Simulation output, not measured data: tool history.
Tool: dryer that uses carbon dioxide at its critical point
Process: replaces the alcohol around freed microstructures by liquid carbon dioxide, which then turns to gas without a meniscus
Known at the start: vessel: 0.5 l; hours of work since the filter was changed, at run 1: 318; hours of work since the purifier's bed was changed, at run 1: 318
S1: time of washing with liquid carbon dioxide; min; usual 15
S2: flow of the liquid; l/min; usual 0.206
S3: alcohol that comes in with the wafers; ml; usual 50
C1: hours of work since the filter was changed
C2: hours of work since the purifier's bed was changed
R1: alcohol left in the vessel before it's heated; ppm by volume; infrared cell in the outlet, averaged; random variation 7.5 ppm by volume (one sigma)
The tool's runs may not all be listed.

{"run": 1, "hour": 0.0, "S1": 15, "S2": 0.206, "S3": 50, "C1": 318, "C2": 318, "R1": 652}
{"run": 2, "hour": 15.1, "S1": 15, "S2": 0.206, "S3": 50, "C1": 324, "C2": 324, "R1": 651}
{"run": 3, "hour": 26.1, "S1": 15, "S2": 0.206, "S3": 50, "C1": 329, "C2": 329, "R1": 673}
{"run": 4, "hour": 34.5, "S1": 15, "S2": 0.206, "S3": 50, "C1": 333, "C2": 333, "R1": 649}
{"run": 5, "hour": 44.9, "S1": 19, "S2": 0.206, "S3": 50, "C1": 337, "C2": 337, "R1": 202}
{"run": 6, "hour": 56.4, "S1": 19, "S2": 0.206, "S3": 50, "C1": 342, "C2": 342, "R1": 192}
{"run": 7, "hour": 67.0, "S1": 19, "S2": 0.206, "S3": 50, "C1": 347, "C2": 347, "R1": 204}
{"run": 8, "hour": 85.5, "S1": 19, "S2": 0.206, "S3": 50, "C1": 355, "C2": 355, "R1": 202}
{"run": 9, "hour": 97.3, "S1": 15, "S2": 0.206, "S3": 50, "C1": 360, "C2": 360, "R1": 669}
{"run": 10, "hour": 108.6, "S1": 15, "S2": 0.206, "S3": 27, "C1": 365, "C2": 365, "R1": 373}
{"hour": 115.4, "done": "inlet filter changed"}
{"run": 11, "hour": 118.6, "S1": 15, "S2": 0.206, "S3": 50, "C1": 1, "C2": 369, "R1": 405}
{"run": 12, "hour": 134.1, "S1": 15, "S2": 0.206, "S3": 50, "C1": 8, "C2": 376, "R1": 404}
{"run": 13, "hour": 147.4, "S1": 15, "S2": 0.206, "S3": 50, "C1": 14, "C2": 381, "R1": 430}
{"run": 14, "hour": 159.3, "S1": 15, "S2": 0.206, "S3": 50, "C1": 19, "C2": 387, "R1": 429}
{"run": 15, "hour": 171.7, "S1": 15, "S2": 0.206, "S3": 50, "C1": 24, "C2": 392, "R1": 426}
{"run": 16, "hour": 183.8, "S1": 15, "S2": 0.206, "S3": 50, "C1": 30, "C2": 397, "R1": 424}
{"run": 17, "hour": 200.4, "S1": 15, "S2": 0.206, "S3": 50, "C1": 37, "C2": 404, "R1": 423}
{"run": 18, "hour": 211.4, "S1": 15, "S2": 0.206, "S3": 29, "C1": 42, "C2": 409, "R1": 263}
{"run": 19, "hour": 222.7, "S1": 15, "S2": 0.206, "S3": 29, "C1": 47, "C2": 414, "R1": 259}
{"run": 20, "hour": 234.3, "S1": 19, "S2": 0.206, "S3": 29, "C1": 52, "C2": 419, "R1": 98}
{"run": 21, "hour": 243.0, "S1": 19, "S2": 0.206, "S3": 29, "C1": 55, "C2": 423, "R1": 87}
{"run": 22, "hour": 255.5, "S1": 19, "S2": 0.206, "S3": 29, "C1": 61, "C2": 428, "R1": 98}
{"run": 23, "hour": 268.6, "S1": 22, "S2": 0.206, "S3": 29, "C1": 67, "C2": 434, "R1": 57}
{"run": 24, "hour": 285.2, "S1": 13, "S2": 0.141, "S3": 28, "C1": 74, "C2": 441, "R1": 2491}
{"run": 25, "hour": 304.6, "S1": 13, "S2": 0.183, "S3": 68, "C1": 82, "C2": 450, "R1": 2149}
{"run": 26, "hour": 316.9, "S1": 13, "S2": 0.156, "S3": 57, "C1": 88, "C2": 455, "R1": 3417}
{"run": 27, "hour": 332.1, "S1": 13, "S2": 0.267, "S3": 66, "C1": 94, "C2": 462, "R1": 283}
{"run": 28, "hour": 349.6, "S1": 13, "S2": 0.267, "S3": 66, "C1": 102, "C2": 469, "R1": 292}
{"run": 29, "hour": 367.7, "S1": 15, "S2": 0.256, "S3": 65, "C1": 110, "C2": 477, "R1": 175}
{"run": 30, "hour": 381.0, "S1": 15, "S2": 0.225, "S3": 30, "C1": 115, "C2": 483, "R1": 187}
{"run": 31, "hour": 392.8, "S1": 15, "S2": 0.225, "S3": 30, "C1": 121, "C2": 488, "R1": 204}
{"run": 32, "hour": 403.5, "S1": 15, "S2": 0.224, "S3": 26, "C1": 125, "C2": 493, "R1": 182}
{"run": 33, "hour": 416.2, "S1": 11, "S2": 0.136, "S3": 109, "C1": 131, "C2": 498, "R1": 17448}
{"run": 34, "hour": 434.3, "S1": 18, "S2": 0.19, "S3": 22, "C1": 139, "C2": 506, "R1": 163}
{"run": 35, "hour": 452.0, "S1": 18, "S2": 0.19, "S3": 22, "C1": 146, "C2": 514, "R1": 163}
{"run": 36, "hour": 466.3, "S1": 13, "S2": 0.132, "S3": 77, "C1": 153, "C2": 520, "R1": 8863}
{"run": 37, "hour": 478.9, "S1": 15, "S2": 0.206, "S3": 34, "C1": 158, "C2": 526, "R1": 364}
{"run": 38, "hour": 497.2, "S1": 9, "S2": 0.206, "S3": 36, "C1": 166, "C2": 534, "R1": 2970}
{"run": 39, "hour": 506.1, "S1": 9, "S2": 0.206, "S3": 36, "C1": 170, "C2": 537, "R1": 2907}
{"run": 40, "hour": 519.7, "S1": 11, "S2": 0.163, "S3": 26, "C1": 176, "C2": 543, "R1": 2542}
{"run": 41, "hour": 534.5, "S1": 17, "S2": 0.203, "S3": 26, "C1": 182, "C2": 550, "R1": 178}
{"run": 42, "hour": 542.7, "S1": 15, "S2": 0.312, "S3": 22, "C1": 186, "C2": 553, "R1": 47}

5 ways to go on from here, each from the tool as it stands after run 42. What would each give?
{"run": "A", "hour": 553.2, "S1": 22, "S2": 0.338, "S3": 22, "C1": 190, "C2": 558, "R1": "?"}
{"run": "B", "hour": 553.2, "S1": 15, "S2": 0.174, "S3": 22, "C1": 190, "C2": 558, "R1": "?"}
{"run": "C", "hour": 553.2, "S1": 19, "S2": 0.255, "S3": 43, "C1": 190, "C2": 558, "R1": "?"}
{"run": "D", "hour": 553.2, "S1": 15, "S2": 0.206, "S3": 66, "C1": 190, "C2": 558, "R1": "?"}
{"run": "E", "hour": 553.2, "S1": 20, "S2": 0.312, "S3": 22, "C1": 190, "C2": 558, "R1": "?"}

run=A R1=39
run=B R1=562
run=C R1=61
run=D R1=689
run=E R1=45
Without the tool's hidden state the same runs would have given:
run=A R1=0
run=B R1=414
run=C R1=14
run=D R1=492
run=E R1=4
